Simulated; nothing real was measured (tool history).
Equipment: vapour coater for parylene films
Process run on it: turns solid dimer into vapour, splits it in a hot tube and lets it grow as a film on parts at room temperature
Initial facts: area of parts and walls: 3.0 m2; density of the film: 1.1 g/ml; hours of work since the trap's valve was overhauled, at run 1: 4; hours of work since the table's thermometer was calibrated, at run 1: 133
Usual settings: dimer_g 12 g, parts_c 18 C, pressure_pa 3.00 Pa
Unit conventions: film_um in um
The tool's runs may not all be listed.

run,hour,dimer_g,parts_c,pressure_pa,hours of work since the trap's valve was overhauled,hours of work since the table's thermometer was calibrated,film_um
1,0.0,12,18,3.00,4,133,3.04
2,11.3,12,18,3.00,13,141,3.02
3,28.8,12,18,3.00,26,154,3.04
4,46.0,12,18,3.00,39,167,3.01
5,66.1,12,18,3.00,54,182,2.99
6,74.9,12,18,3.00,61,189,3.01
7,84.8,12,18,3.00,68,196,3.00
8,101.9,12,18,3.00,81,209,2.97
9,117.4,12,18,3.00,92,221,2.96
10,135.2,12,18,3.00,106,234,2.96
11,146.0,12,12,3.00,114,242,3.39
12,160.8,20,27,3.00,125,253,4.02
13,174.0,20,27,3.00,135,263,4.01
14,191.3,20,27,3.00,148,276,3.99
15,211.0,19,19,5.36,163,291,4.23
16,225.8,8,13,8.93,174,302,1.95
17,238.3,12,16,4.11,183,312,2.92
18,256.1,15,11,4.56,197,325,4.05

Branching from run 18: 3 alternative next runs. What would each branch give?
A,273.2,8,11,4.56,209,338,?
B,273.2,15,11,3.91,209,338,?
C,273.2,18,28,2.86,209,338,?

run,film_um
A,2.14
B,4.10
C,3.48
With no hidden state in the tool, these same runs would have given:
run,film_um
A,2.27
B,4.35
C,3.70
